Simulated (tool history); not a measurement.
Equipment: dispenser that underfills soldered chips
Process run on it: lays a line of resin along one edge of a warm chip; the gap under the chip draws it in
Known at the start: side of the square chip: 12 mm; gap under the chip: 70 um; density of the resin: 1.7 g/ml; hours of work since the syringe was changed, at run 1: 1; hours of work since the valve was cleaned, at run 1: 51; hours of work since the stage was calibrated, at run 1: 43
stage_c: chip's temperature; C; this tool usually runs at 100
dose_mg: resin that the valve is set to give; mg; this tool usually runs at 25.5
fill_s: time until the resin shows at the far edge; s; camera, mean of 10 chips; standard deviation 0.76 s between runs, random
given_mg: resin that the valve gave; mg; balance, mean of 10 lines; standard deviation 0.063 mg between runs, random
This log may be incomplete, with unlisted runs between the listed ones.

run,day,stage_c,dose_mg,hours of work since the syringe was changed,hours of work since the valve was cleaned,hours of work since the stage was calibrated,fill_s,given_mg
1,0.000,100,25.5,1,51,43,77.3,24.76
# day 0.292: new syringe of resin
2,0.304,86,25.5,0,56,48,115.5,24.65
# day 0.600: new syringe of resin
3,0.725,98,25.5,2,63,55,88.5,24.48
# day 0.912: new syringe of resin
4,1.129,98,25.5,4,70,62,104.8,24.36
# day 1.246: new syringe of resin
# day 1.579: new syringe of resin
5,1.762,98,25.5,3,81,72,95.4,24.29
# day 1.896: new syringe of resin
# day 2.225: new syringe of resin
# day 2.267: dispensing valve cleaned and set on the balance
6,2.267,100,31.8,0,0,80,68.6,32.07
# day 2.600: new syringe of resin
7,2.600,90,25.5,0,5,86,97.8,25.49
# day 2.908: new syringe of resin
8,3.158,90,25.5,4,15,95,139.7,25.24
# day 3.238: new syringe of resin
# day 3.583: new syringe of resin
9,3.629,100,25.5,1,23,103,71.8,25.20
# day 3.925: new syringe of resin
10,4.075,100,25.5,3,30,110,86.2,25.14
# day 4.233: new syringe of resin
11,4.396,100,25.5,3,35,115,87.8,24.97
# day 4.583: new syringe of resin
# day 4.908: new syringe of resin
12,4.979,100,25.5,1,45,125,73.5,24.96
# day 5.217: new syringe of resin
13,5.429,100,25.5,4,53,133,91.8,24.87
# day 5.533: new syringe of resin
# day 5.871: new syringe of resin
14,6.075,100,25.5,3,63,143,93.2,24.61
# day 6.208: new syringe of resin
15,6.454,100,25.5,4,70,150,98.7,24.51
# day 6.521: new syringe of resin
# day 6.854: new syringe of resin
16,6.871,100,25.5,0,76,156,69.9,24.53

Run 17 has not been measured yet. What should we expect?
# day 7.192: new syringe of resin
17,7.358,87,26.2,3,85,165,?,?

{"run 17": {"fill_s": 136.0, "given_mg": 25.07}}
Without the tool's hidden state the same run would have given fill_s 110.2 s, given_mg 26.30 mg.

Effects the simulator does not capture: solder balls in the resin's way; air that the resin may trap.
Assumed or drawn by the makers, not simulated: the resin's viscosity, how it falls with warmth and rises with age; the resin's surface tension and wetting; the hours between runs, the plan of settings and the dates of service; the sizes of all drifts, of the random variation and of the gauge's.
